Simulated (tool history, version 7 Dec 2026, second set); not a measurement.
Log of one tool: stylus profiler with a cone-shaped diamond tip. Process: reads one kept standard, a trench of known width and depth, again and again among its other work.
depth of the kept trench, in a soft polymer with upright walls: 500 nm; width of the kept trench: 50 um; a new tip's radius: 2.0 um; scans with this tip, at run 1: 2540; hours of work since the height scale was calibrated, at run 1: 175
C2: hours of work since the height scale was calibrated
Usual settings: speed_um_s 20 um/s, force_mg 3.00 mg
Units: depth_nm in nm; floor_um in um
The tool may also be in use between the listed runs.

{"run": 1, "hour": 0.0, "speed_um_s": 20, "force_mg": 3.0, "scans with this tip": 2540, "C2": 175, "depth_nm": 502.46, "floor_um": 47.02}
{"run": 2, "hour": 12.1, "speed_um_s": 20, "force_mg": 1.27, "scans with this tip": 2631, "C2": 181, "depth_nm": 501.16, "floor_um": 47.01}
{"run": 3, "hour": 24.0, "speed_um_s": 20, "force_mg": 1.27, "scans with this tip": 2721, "C2": 187, "depth_nm": 501.2, "floor_um": 47.0}
{"run": 4, "hour": 36.3, "speed_um_s": 20, "force_mg": 1.48, "scans with this tip": 2813, "C2": 194, "depth_nm": 501.48, "floor_um": 46.94}
{"run": 5, "hour": 47.0, "speed_um_s": 20, "force_mg": 3.0, "scans with this tip": 2894, "C2": 199, "depth_nm": 502.58, "floor_um": 47.06}
{"run": 6, "hour": 60.2, "speed_um_s": 20, "force_mg": 3.0, "scans with this tip": 2993, "C2": 206, "depth_nm": 502.61, "floor_um": 46.98}
{"run": 7, "hour": 71.5, "speed_um_s": 20, "force_mg": 3.0, "scans with this tip": 3077, "C2": 212, "depth_nm": 502.35, "floor_um": 46.98}
{"run": 8, "hour": 88.4, "speed_um_s": 20, "force_mg": 1.06, "scans with this tip": 3204, "C2": 221, "depth_nm": 500.81, "floor_um": 46.93}
{"run": 9, "hour": 108.3, "speed_um_s": 20, "force_mg": 3.0, "scans with this tip": 3354, "C2": 231, "depth_nm": 502.32, "floor_um": 46.94}
{"run": 10, "hour": 119.3, "speed_um_s": 20, "force_mg": 3.0, "scans with this tip": 3436, "C2": 237, "depth_nm": 502.28, "floor_um": 46.99}
{"run": 11, "hour": 139.4, "speed_um_s": 20, "force_mg": 3.0, "scans with this tip": 3587, "C2": 247, "depth_nm": 502.44, "floor_um": 47.01}
{"run": 12, "hour": 161.3, "speed_um_s": 20, "force_mg": 3.0, "scans with this tip": 3751, "C2": 258, "depth_nm": 502.48, "floor_um": 46.94}
{"run": 13, "hour": 183.0, "speed_um_s": 20, "force_mg": 3.0, "scans with this tip": 3914, "C2": 269, "depth_nm": 502.33, "floor_um": 46.96}
{"run": 14, "hour": 192.9, "speed_um_s": 7, "force_mg": 3.0, "scans with this tip": 3989, "C2": 275, "depth_nm": 502.68, "floor_um": 47.01}
{"run": 15, "hour": 206.2, "speed_um_s": 20, "force_mg": 3.0, "scans with this tip": 4089, "C2": 282, "depth_nm": 502.26, "floor_um": 46.89}
{"run": 16, "hour": 225.8, "speed_um_s": 34, "force_mg": 2.19, "scans with this tip": 4236, "C2": 292, "depth_nm": 502.02, "floor_um": 46.86}
{"run": 17, "hour": 242.9, "speed_um_s": 55, "force_mg": 5.66, "scans with this tip": 4364, "C2": 300, "depth_nm": 503.85, "floor_um": 46.8}
{"run": 18, "hour": 262.2, "speed_um_s": 55, "force_mg": 5.66, "scans with this tip": 4509, "C2": 310, "depth_nm": 503.83, "floor_um": 46.74}
{"run": 19, "hour": 281.1, "speed_um_s": 11, "force_mg": 6.35, "scans with this tip": 4651, "C2": 320, "depth_nm": 504.39, "floor_um": 46.93}
{"run": 20, "hour": 303.1, "speed_um_s": 29, "force_mg": 3.19, "scans with this tip": 4817, "C2": 332, "depth_nm": 502.34, "floor_um": 46.83}
{"run": 21, "hour": 315.1, "speed_um_s": 29, "force_mg": 3.19, "scans with this tip": 4906, "C2": 338, "depth_nm": 502.21, "floor_um": 46.8}
{"run": 22, "hour": 329.3, "speed_um_s": 29, "force_mg": 3.19, "scans with this tip": 5013, "C2": 345, "depth_nm": 502.21, "floor_um": 46.88}
{"run": 23, "hour": 347.2, "speed_um_s": 42, "force_mg": 4.51, "scans with this tip": 5147, "C2": 354, "depth_nm": 503.27, "floor_um": 46.77}
{"run": 24, "hour": 361.2, "speed_um_s": 20, "force_mg": 1.02, "scans with this tip": 5252, "C2": 362, "depth_nm": 500.62, "floor_um": 46.75}
{"run": 25, "hour": 372.2, "speed_um_s": 20, "force_mg": 1.1, "scans with this tip": 5335, "C2": 367, "depth_nm": 500.74, "floor_um": 46.76}
{"run": 26, "hour": 389.7, "speed_um_s": 16, "force_mg": 2.79, "scans with this tip": 5466, "C2": 376, "depth_nm": 502.14, "floor_um": 46.82}
{"run": 27, "hour": 404.6, "speed_um_s": 8, "force_mg": 1.46, "scans with this tip": 5578, "C2": 384, "depth_nm": 501.29, "floor_um": 46.88}
{"run": 28, "hour": 416.2, "speed_um_s": 58, "force_mg": 1.6, "scans with this tip": 5665, "C2": 390, "depth_nm": 501.22, "floor_um": 46.43}
{"run": 29, "hour": 426.3, "speed_um_s": 11, "force_mg": 3.16, "scans with this tip": 5742, "C2": 395, "depth_nm": 502.15, "floor_um": 46.83}

Measured less the same run without the tool's hidden state. The same run-to-run variation is in both; the gauge's scatter may not be:
The hidden state here: radius of the tip, um; height scale over the true one, %; drift of the gauge itself on depth_nm, %; drift of the gauge itself on floor_um, %.
run=1 depth_nm=-0.65 floor_um=-0.19
run=2 depth_nm=-0.66 floor_um=-0.20
run=3 depth_nm=-0.67 floor_um=-0.20
run=4 depth_nm=-0.68 floor_um=-0.21
run=5 depth_nm=-0.68 floor_um=-0.21
run=6 depth_nm=-0.70 floor_um=-0.23
run=7 depth_nm=-0.70 floor_um=-0.23
run=8 depth_nm=-0.72 floor_um=-0.25
run=9 depth_nm=-0.74 floor_um=-0.26
run=10 depth_nm=-0.75 floor_um=-0.27
run=11 depth_nm=-0.77 floor_um=-0.27
run=12 depth_nm=-0.78 floor_um=-0.29
run=13 depth_nm=-0.80 floor_um=-0.31
run=14 depth_nm=-0.80 floor_um=-0.31
run=15 depth_nm=-0.81 floor_um=-0.31
run=16 depth_nm=-0.83 floor_um=-0.33
run=17 depth_nm=-0.84 floor_um=-0.34
run=18 depth_nm=-0.86 floor_um=-0.35
run=19 depth_nm=-0.88 floor_um=-0.36
run=20 depth_nm=-0.89 floor_um=-0.37
run=21 depth_nm=-0.89 floor_um=-0.38
run=22 depth_nm=-0.91 floor_um=-0.38
run=23 depth_nm=-0.92 floor_um=-0.40
run=24 depth_nm=-0.93 floor_um=-0.40
run=25 depth_nm=-0.94 floor_um=-0.41
run=26 depth_nm=-0.96 floor_um=-0.42
run=27 depth_nm=-0.96 floor_um=-0.43
run=28 depth_nm=-0.97 floor_um=-0.43
run=29 depth_nm=-0.99 floor_um=-0.44
